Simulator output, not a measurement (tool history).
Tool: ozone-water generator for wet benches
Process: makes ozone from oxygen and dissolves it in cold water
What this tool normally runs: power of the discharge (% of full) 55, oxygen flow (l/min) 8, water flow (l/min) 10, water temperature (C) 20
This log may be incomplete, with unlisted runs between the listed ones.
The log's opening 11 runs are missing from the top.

run    hour  power of the discharge (% of full)  oxygen flow (l/min)  water flow (l/min)  water temperature (C)  hours of work since the electrodes were changed  hours of work since the contactor was cleaned  hours of work since the thermometer was calibrated  dissolved ozone (ppm)  ozone in the gas ahead of the water (g/m3)
 12   663.7                                  55                    8                  15                     20                                             2283                                           6058                                                2176                   22.6                                       236.6
 13   719.5                                  55                    8                  15                     20                                             2326                                           6100                                                2218                   22.8                                       237.4
 14     755                                  55                 4.41                  10                     20                                             2353                                           6127                                                2245                   30.6                                       284.2
 15   807.8                                  76                    8                  10                     20                                             2393                                           6168                                                2286                   36.5                                       282.9
 16   862.8                                  55                    8                   8                     20                                             2435                                           6210                                                2328                   35.6                                       234.4
 17   926.1                                  47                    9                   8                     21                                             2484                                           6258                                                2376                   31.5                                       209.6
 18   970.2                                  49                 4.68                   7                     15                                             2517                                           6291                                                2410                   41.7                                       261.8
 19  1014.1                                  49                13.39                   8                     15                                             2551                                           6325                                                2443                   36.1                                       188.1
 20  1085.3                                  49                13.39                   8                     15                                             2605                                           6379                                                2497                   35.8                                       188.7
 21  1134.6                                  55                    8                  10                     21                                             2643                                           6417                                                2535                   29.8                                       233.3
 22  1220.5                                  55                    8                  15                     13                                             2708                                           6482                                                2601                   25.8                                       232.1
 23  1308.4                                  44                    8                   9                     20                                             2775                                           6549                                                2668                   29.1                                       206.5
 24  1390.4                                  55                14.37                  10                     20                                             2838                                           6612                                                2730                   28.8                                       195.3
     1451.6  -- gauge calibrated
 25  1451.6                                  55                10.63                  10                     26                                             2884                                           6659                                                2777                     26                                       217.9
     1485.8  -- water thermometer calibrated
 26  1526.1                                  99                13.99                   9                     15                                             2941                                           6715                                                  31                   47.9                                       275.7
 27  1563.8                                  46                    8                  10                     14                                             2970                                           6744                                                  59                     32                                       217.7
 28  1614.6                                  55                 5.28                  10                     16                                             3008                                           6783                                                  98                   33.5                                       272.5
 29  1682.3                                  43                10.71                  10                     16                                             3060                                           6834                                                 150                   29.4                                       191.8
 30    1736                                  43                10.71                  10                     16                                             3101                                           6875                                                 191                   29.4                                       190.9
 31  1783.2                                  89                    8                   7                     23                                             3137                                           6911                                                 227                   46.2                                       309.5

3 options for the next run, each taken on its own from the tool as it stands now. Forecast them:
  A  1831.8                                  55                 7.51                  10                     20                                             3174                                           6948                                                 264                      ?                                           ?
  B  1831.8                                  99                11.11                   9                     23                                             3174                                           6948                                                 264                      ?                                           ?
  C  1831.8                                  72                10.27                   9                     20                                             3174                                           6948                                                 264                      ?                                           ?

run  dissolved ozone (ppm)  ozone in the gas ahead of the water (g/m3)
  A                   31.2                                       245.4
  B                   40.4                                       294.5
  C                   37.6                                       253.3
Stripped of hidden state, with their random variation kept, the same runs would have yielded:
run  dissolved ozone (ppm)  ozone in the gas ahead of the water (g/m3)
  A                   31.2                                       247.2
  B                   40.4                                       296.7
  C                   37.6                                       255.3
